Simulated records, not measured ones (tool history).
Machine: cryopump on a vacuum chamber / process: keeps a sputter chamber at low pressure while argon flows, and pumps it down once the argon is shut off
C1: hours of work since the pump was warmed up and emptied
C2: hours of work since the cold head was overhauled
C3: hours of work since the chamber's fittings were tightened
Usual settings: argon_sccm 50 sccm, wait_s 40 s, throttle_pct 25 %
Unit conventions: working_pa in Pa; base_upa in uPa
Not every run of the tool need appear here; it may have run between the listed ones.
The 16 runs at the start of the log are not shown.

Run 17, hour 329.8: usual settings; C1 442; C2 1103; C3 2031. Result: working_pa 0.1467 Pa, base_upa 2.33 uPa.
Run 18, hour 356.3: usual settings; C1 463; C2 1124; C3 2052. Result: working_pa 0.1479 Pa, base_upa 2.28 uPa.
Run 19, hour 373.0: usual settings but argon_sccm 61 sccm; C1 475; C2 1137; C3 2064. Result: working_pa 0.1804 Pa, base_upa 2.34 uPa.
Run 20, hour 403.8: usual settings but wait_s 29 s, throttle_pct 18 %; C1 499; C2 1160; C3 2088. Result: working_pa 0.2012 Pa, base_upa 2.90 uPa.
Run 21, hour 417.4: usual settings but argon_sccm 34 sccm, throttle_pct 20 %; C1 510; C2 1171; C3 2099. Result: working_pa 0.1230 Pa, base_upa 2.35 uPa.
Run 22, hour 441.3: usual settings but argon_sccm 34 sccm, throttle_pct 20 %; C1 528; C2 1189; C3 2117. Result: working_pa 0.1244 Pa, base_upa 2.33 uPa.
Run 23, hour 467.8: usual settings but argon_sccm 33 sccm, wait_s 80 s, throttle_pct 21 %; C1 548; C2 1210; C3 2137. Result: working_pa 0.1146 Pa, base_upa 1.71 uPa.
Run 24, hour 486.3: usual settings but wait_s 44 s, throttle_pct 27 %; C1 563; C2 1224; C3 2152. Result: working_pa 0.1382 Pa, base_upa 2.26 uPa.
Run 25, hour 514.9: usual settings but argon_sccm 28 sccm, wait_s 134 s, throttle_pct 35 %; C1 584; C2 1246; C3 2174. Result: working_pa 0.0620 Pa, base_upa 1.49 uPa.
Run 26, hour 532.4: usual settings but argon_sccm 25 sccm, wait_s 134 s, throttle_pct 36 %; C1 598; C2 1259; C3 2187. Result: working_pa 0.0539 Pa, base_upa 1.54 uPa.
Run 27, hour 552.4: usual settings but argon_sccm 99 sccm, throttle_pct 34 %; C1 613; C2 1275; C3 2202. Result: working_pa 0.2264 Pa, base_upa 2.48 uPa.

The next listed run, before its measurement:
Run 28, hour 565.6: usual settings but throttle_pct 59 %; C1 623; C2 1285; C3 2212. Result: working_pa ?, base_upa ?.

working_pa: 0.0715 Pa
base_upa: 2.43 uPa
Were there no unlogged condition in the tool, this run, its random variation unchanged, would have produced working_pa 0.0576 Pa, base_upa 1.41 uPa.
